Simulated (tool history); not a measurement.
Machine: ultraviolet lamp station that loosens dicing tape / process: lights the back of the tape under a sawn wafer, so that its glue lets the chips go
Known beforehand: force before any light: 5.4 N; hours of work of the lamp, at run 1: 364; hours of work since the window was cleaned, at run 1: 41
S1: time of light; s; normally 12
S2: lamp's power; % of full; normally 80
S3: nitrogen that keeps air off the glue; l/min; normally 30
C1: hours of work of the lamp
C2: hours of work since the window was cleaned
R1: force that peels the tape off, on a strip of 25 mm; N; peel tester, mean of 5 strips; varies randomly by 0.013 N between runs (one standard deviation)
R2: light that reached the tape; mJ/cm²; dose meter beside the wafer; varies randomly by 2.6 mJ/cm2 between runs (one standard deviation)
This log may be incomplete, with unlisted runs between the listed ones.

| run | hour | S1 | S2 | S3 | C1 | C2 | R1 | R2 |
|---|---|---|---|---|---|---|---|---|
| 1 | 0.0 | 12 | 80 | 30 | 364 | 41 | 0.979 | 236 |
| 2 | 74.5 | 12 | 80 | 30 | 404 | 81 | 1.067 | 229 |
| 3 | 151.7 | 12 | 80 | 30 | 445 | 122 | 1.128 | 214 |
| 4 | 211.6 | 12 | 80 | 30 | 477 | 154 | 1.262 | 206 |
| 5 | 275.3 | 12 | 80 | 30 | 511 | 188 | 1.312 | 195 |
| 6 | 337.2 | 12 | 80 | 30 | 544 | 221 | 1.387 | 186 |
|  | 403.6 | window cleaned of glue's vapour |
| 7 | 426.1 | 12 | 80 | 30 | 591 | 12 | 1.686 | 151 |
| 8 | 517.7 | 12 | 80 | 30 | 640 | 61 | 1.920 | 143 |
| 9 | 610.8 | 12 | 80 | 30 | 689 | 110 | 2.063 | 130 |
| 10 | 661.6 | 12 | 80 | 30 | 716 | 137 | 2.099 | 122 |
|  | 683.1 | lamp changed |
| 11 | 758.6 | 12 | 80 | 25 | 40 | 189 | 1.325 | 209 |
| 12 | 854.5 | 12 | 80 | 30 | 91 | 240 | 1.298 | 189 |
|  | 888.0 | window cleaned of glue's vapour |
| 13 | 923.5 | 12 | 80 | 30 | 128 | 19 | 0.701 | 288 |
|  | 948.0 | window cleaned of glue's vapour, once more |
| 14 | 982.8 | 12 | 64 | 18 | 159 | 19 | 1.426 | 225 |
| 15 | 1065.0 | 12 | 64 | 18 | 203 | 62 | 1.551 | 218 |
| 16 | 1137.5 | 11 | 98 | 22 | 242 | 101 | 0.891 | 290 |
| 17 | 1226.1 | 11 | 98 | 17 | 289 | 148 | 1.134 | 271 |
| 18 | 1311.4 | 13 | 98 | 52 | 334 | 194 | 0.512 | 303 |
| 19 | 1384.2 | 13 | 79 | 47 | 373 | 232 | 0.800 | 227 |
|  | 1424.9 | window cleaned of glue's vapour |
| 20 | 1469.6 | 14 | 96 | 24 | 418 | 24 | 0.681 | 323 |
| 21 | 1525.5 | 18 | 74 | 17 | 448 | 54 | 0.952 | 310 |
| 22 | 1578.0 | 18 | 80 | 14 | 476 | 82 | 1.001 | 321 |
| 23 | 1662.6 | 7 | 80 | 52 | 521 | 127 | 1.879 | 118 |

What does the tool deliver on the next run?
| 24 | 1740.2 | 12 | 85 | 37 | 562 | 168 | ? | ? |

Run 24 gave R1 1.097 N, R2 202 mJ/cm².
If the tool had no hidden condition, the same run with the same run-to-run variation would have returned R1 0.480 N, R2 342 mJ/cm².
